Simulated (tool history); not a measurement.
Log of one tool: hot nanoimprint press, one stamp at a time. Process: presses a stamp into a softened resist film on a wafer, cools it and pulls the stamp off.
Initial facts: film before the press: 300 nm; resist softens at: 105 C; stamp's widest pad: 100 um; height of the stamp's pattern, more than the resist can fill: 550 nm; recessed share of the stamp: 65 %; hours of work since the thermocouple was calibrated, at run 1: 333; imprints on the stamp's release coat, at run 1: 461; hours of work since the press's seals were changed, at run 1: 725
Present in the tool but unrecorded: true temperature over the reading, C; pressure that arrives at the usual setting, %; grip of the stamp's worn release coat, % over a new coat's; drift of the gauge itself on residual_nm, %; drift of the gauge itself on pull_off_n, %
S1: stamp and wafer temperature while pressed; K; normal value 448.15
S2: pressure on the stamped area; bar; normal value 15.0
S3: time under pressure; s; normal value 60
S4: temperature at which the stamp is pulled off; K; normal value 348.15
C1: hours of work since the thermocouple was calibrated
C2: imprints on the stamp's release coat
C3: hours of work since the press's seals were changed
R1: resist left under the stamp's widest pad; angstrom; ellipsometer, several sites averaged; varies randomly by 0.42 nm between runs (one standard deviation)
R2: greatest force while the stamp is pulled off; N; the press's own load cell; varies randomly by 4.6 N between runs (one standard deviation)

| run | day | S1 | S2 | S3 | S4 | C1 | C2 | C3 | R1 | R2 |
|---|---|---|---|---|---|---|---|---|---|---|
| 1 | 0.000 | 448.15 | 15.0 | 60 | 348.15 | 333 | 461 | 725 | 1472 | 240 |
| 2 | 0.571 | 448.15 | 15.0 | 60 | 348.15 | 341 | 521 | 733 | 1481 | 250 |
| 3 | 1.696 | 448.15 | 15.0 | 51 | 348.15 | 357 | 640 | 748 | 1572 | 248 |
| 4 | 2.717 | 448.15 | 15.0 | 51 | 348.15 | 371 | 747 | 762 | 1566 | 254 |
| 5 | 3.671 | 448.15 | 15.0 | 51 | 348.15 | 384 | 848 | 775 | 1555 | 256 |
| 6 | 4.904 | 448.15 | 10.2 | 51 | 348.15 | 401 | 978 | 792 | 1781 | 274 |
| 7 | 5.779 | 448.15 | 10.2 | 51 | 348.15 | 413 | 1070 | 804 | 1771 | 279 |
| 8 | 6.554 | 448.15 | 10.2 | 51 | 348.15 | 423 | 1152 | 815 | 1766 | 280 |
| 9 | 7.146 | 440.15 | 10.2 | 51 | 348.15 | 431 | 1215 | 823 | 2172 | 290 |
| 10 | 7.846 | 440.15 | 10.2 | 51 | 348.15 | 441 | 1288 | 833 | 2173 | 294 |
|  | 8.221 | plate thermocouple calibrated |
| 11 | 8.542 | 448.15 | 15.0 | 60 | 348.15 | 4 | 1349 | 840 | 1422 | 286 |
| 12 | 9.817 | 448.15 | 15.0 | 60 | 348.15 | 22 | 1483 | 858 | 1417 | 292 |
| 13 | 10.783 | 448.15 | 15.0 | 60 | 348.15 | 35 | 1585 | 871 | 1418 | 294 |
| 14 | 11.575 | 441.15 | 15.0 | 60 | 348.15 | 46 | 1669 | 882 | 1761 | 304 |
| 15 | 12.975 | 448.15 | 11.2 | 60 | 348.15 | 65 | 1816 | 901 | 1569 | 312 |
| 16 | 13.962 | 448.15 | 11.2 | 60 | 348.15 | 79 | 1921 | 915 | 1578 | 324 |
| 17 | 14.662 | 452.15 | 10.9 | 75 | 348.15 | 89 | 1995 | 925 | 1290 | 326 |
| 18 | 15.808 | 452.15 | 10.9 | 75 | 348.15 | 104 | 2115 | 940 | 1288 | 332 |
|  | 16.767 | plate thermocouple calibrated, once more |
| 19 | 17.125 | 453.15 | 10.9 | 75 | 352.15 | 5 | 2241 | 957 | 1389 | 334 |
| 20 | 17.892 | 453.15 | 10.9 | 75 | 352.15 | 15 | 2322 | 967 | 1382 | 330 |
|  | 19.104 | stamp cleaned and given a new release coat |
|  | 19.567 | press's hydraulic seals changed and the load cell set to zero |
| 21 | 19.642 | 441.15 | 18.4 | 117 | 352.15 | 31 | 21 | 1 | 1384 | 204 |
| 22 | 20.404 | 441.15 | 18.4 | 117 | 348.15 | 42 | 101 | 12 | 1379 | 224 |
| 23 | 21.671 | 455.15 | 15.0 | 107 | 348.15 | 59 | 235 | 29 | 936 | 235 |
| 24 | 22.325 | 455.15 | 15.0 | 107 | 348.15 | 68 | 304 | 38 | 942 | 247 |
| 25 | 23.583 | 455.15 | 15.0 | 66 | 348.15 | 86 | 437 | 55 | 1154 | 247 |
| 26 | 24.958 | 448.15 | 15.0 | 77 | 348.15 | 105 | 582 | 74 | 1372 | 251 |
| 27 | 26.162 | 448.15 | 15.0 | 80 | 348.15 | 121 | 709 | 91 | 1343 | 263 |
| 28 | 26.983 | 457.15 | 17.7 | 60 | 336.15 | 132 | 796 | 102 | 1041 | 346 |
| 29 | 28.100 | 457.15 | 17.7 | 60 | 336.15 | 148 | 914 | 117 | 1042 | 356 |

Here are 4 independent what-if runs from the current tool condition. What would each one return?
| A | 29.142 | 457.15 | 17.7 | 54 | 336.15 | 162 | 1023 | 132 | ? | ? |
| B | 29.142 | 448.15 | 20.2 | 41 | 348.15 | 162 | 1023 | 132 | ? | ? |
| C | 29.142 | 457.15 | 17.7 | 62 | 336.15 | 162 | 1023 | 132 | ? | ? |
| D | 29.142 | 448.15 | 15.0 | 34 | 348.15 | 162 | 1023 | 132 | ? | ? |

| run | R1 | R2 |
|---|---|---|
| A | 1085 | 374 |
| B | 1534 | 287 |
| C | 1021 | 363 |
| D | 1810 | 274 |
Without the tool's hidden state the same runs would have given:
| run | R1 | R2 |
|---|---|---|
| A | 1110 | 301 |
| B | 1568 | 232 |
| C | 1045 | 292 |
| D | 1846 | 222 |

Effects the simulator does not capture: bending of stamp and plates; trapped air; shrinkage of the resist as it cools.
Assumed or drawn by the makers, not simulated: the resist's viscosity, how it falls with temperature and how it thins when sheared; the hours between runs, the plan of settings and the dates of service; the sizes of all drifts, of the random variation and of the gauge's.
